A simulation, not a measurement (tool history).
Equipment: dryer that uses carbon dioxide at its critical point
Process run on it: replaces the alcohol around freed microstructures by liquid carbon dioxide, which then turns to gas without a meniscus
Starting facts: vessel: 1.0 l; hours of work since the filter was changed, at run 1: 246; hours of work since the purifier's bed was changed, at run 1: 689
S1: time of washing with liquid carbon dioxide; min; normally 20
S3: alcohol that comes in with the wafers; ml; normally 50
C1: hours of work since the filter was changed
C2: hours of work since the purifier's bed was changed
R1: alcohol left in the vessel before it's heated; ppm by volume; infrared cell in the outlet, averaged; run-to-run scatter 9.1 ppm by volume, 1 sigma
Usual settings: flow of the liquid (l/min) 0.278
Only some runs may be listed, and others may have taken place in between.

run 1 hour=0 | S1=20 flow_of_the_liquid_(l/min)=0.278 S3=50 | C1=246 C2=689 | R1=735
run 2 hour=31.4 | S1=14 flow_of_the_liquid_(l/min)=0.278 S3=50 | C1=268 C2=711 | R1=2429
run 3 hour=59.2 | S1=14 flow_of_the_liquid_(l/min)=0.278 S3=50 | C1=288 C2=731 | R1=2571
run 4 hour=76.1 | S1=20 flow_of_the_liquid_(l/min)=0.209 S3=50 | C1=300 C2=743 | R1=1932
run 5 hour=97.5 | S1=20 flow_of_the_liquid_(l/min)=0.348 S3=50 | C1=315 C2=758 | R1=366
run 6 hour=123.1 | S1=20 flow_of_the_liquid_(l/min)=0.348 S3=50 | C1=334 C2=777 | R1=366
run 7 hour=146.1 | S1=20 flow_of_the_liquid_(l/min)=0.348 S3=50 | C1=350 C2=793 | R1=370
run 8 hour=179.5 | S1=20 flow_of_the_liquid_(l/min)=0.278 S3=50 | C1=374 C2=817 | R1=830
run 9 hour=196.5 | S1=20 flow_of_the_liquid_(l/min)=0.278 S3=50 | C1=386 C2=829 | R1=832
run 10 hour=222.3 | S1=21 flow_of_the_liquid_(l/min)=0.278 S3=50 | C1=405 C2=848 | R1=710
run 11 hour=252.4 | S1=21 flow_of_the_liquid_(l/min)=0.278 S3=50 | C1=426 C2=869 | R1=717
run 12 hour=274 | S1=21 flow_of_the_liquid_(l/min)=0.278 S3=50 | C1=442 C2=885 | R1=731
run 13 hour=293.3 | S1=21 flow_of_the_liquid_(l/min)=0.278 S3=50 | C1=455 C2=898 | R1=727
run 14 hour=322.7 | S1=21 flow_of_the_liquid_(l/min)=0.278 S3=50 | C1=476 C2=920 | R1=765
run 15 hour=351.3 | S1=13 flow_of_the_liquid_(l/min)=0.278 S3=50 | C1=497 C2=940 | R1=3381
run 16 hour=377 | S1=29 flow_of_the_liquid_(l/min)=0.353 S3=39 | C1=515 C2=958 | R1=190
-- hour=384.4 inlet filter changed
run 17 hour=405.9 | S1=26 flow_of_the_liquid_(l/min)=0.259 S3=50 | C1=15 C2=978 | R1=372
run 18 hour=441.3 | S1=20 flow_of_the_liquid_(l/min)=0.227 S3=94 | C1=41 C2=1004 | R1=2494
run 19 hour=467.7 | S1=20 flow_of_the_liquid_(l/min)=0.227 S3=29 | C1=60 C2=1023 | R1=870

Forecast run 20:
run 20 hour=482.2 | S1=20 flow_of_the_liquid_(l/min)=0.227 S3=29 | C1=70 C2=1033 | R1=?

{"run 20": {"R1": 880}}
With no hidden state in the tool, this same run would have given R1 653 ppm by volume.
